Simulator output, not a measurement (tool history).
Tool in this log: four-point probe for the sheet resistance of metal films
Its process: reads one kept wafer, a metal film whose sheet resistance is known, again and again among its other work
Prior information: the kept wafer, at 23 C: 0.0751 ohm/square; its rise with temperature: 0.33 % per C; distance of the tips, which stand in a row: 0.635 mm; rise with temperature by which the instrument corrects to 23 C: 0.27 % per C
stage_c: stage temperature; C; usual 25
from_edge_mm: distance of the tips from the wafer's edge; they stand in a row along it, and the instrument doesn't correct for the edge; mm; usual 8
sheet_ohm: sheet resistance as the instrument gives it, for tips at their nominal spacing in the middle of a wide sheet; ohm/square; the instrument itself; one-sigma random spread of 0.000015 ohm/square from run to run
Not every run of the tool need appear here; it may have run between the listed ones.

| run | hour | stage_c | from_edge_mm | sheet_ohm |
|---|---|---|---|---|
| 1 | 0 | 25 | 8 | 0.075414 |
| 2 | 60.2 | 25 | 8 | 0.075461 |
| 3 | 124.8 | 21 | 8 | 0.075272 |
| 4 | 192.8 | 25 | 8 | 0.075416 |
| 5 | 266.3 | 25 | 8 | 0.075457 |
| 6 | 311.5 | 25 | 8 | 0.075429 |
| 7 | 357.5 | 25 | 8 | 0.075463 |
| 8 | 407.3 | 25 | 8 | 0.075449 |
| 9 | 470.9 | 26 | 8 | 0.075487 |
| 10 | 516.3 | 23 | 34 | 0.07511 |
| 11 | 583.5 | 32 | 55 | 0.075496 |
| 12 | 638.8 | 33 | 51 | 0.075524 |
| 13 | 710.4 | 25 | 27 | 0.07523 |
| 14 | 747.4 | 34 | 27 | 0.075607 |
| 15 | 816 | 23 | 4 | 0.076117 |
| 16 | 875.1 | 30 | 15 | 0.075469 |
| 17 | 923.9 | 28 | 70 | 0.075298 |
| 18 | 994.3 | 28 | 70 | 0.075308 |

Predict each of these 4 candidate next runs independently; none follows another, all start after run 18:
| A | 1030.2 | 25 | 52 | ? |
| B | 1030.2 | 19 | 4 | ? |
| C | 1030.2 | 26 | 4 | ? |
| D | 1030.2 | 25 | 33 | ? |

| run | sheet_ohm |
|---|---|
| A | 0.075199 |
| B | 0.07594 |
| C | 0.076234 |
| D | 0.075215 |
Without the tool's unlogged condition, the same runs would have read:
| run | sheet_ohm |
|---|---|
| A | 0.075201 |
| B | 0.075941 |
| C | 0.076236 |
| D | 0.075216 |
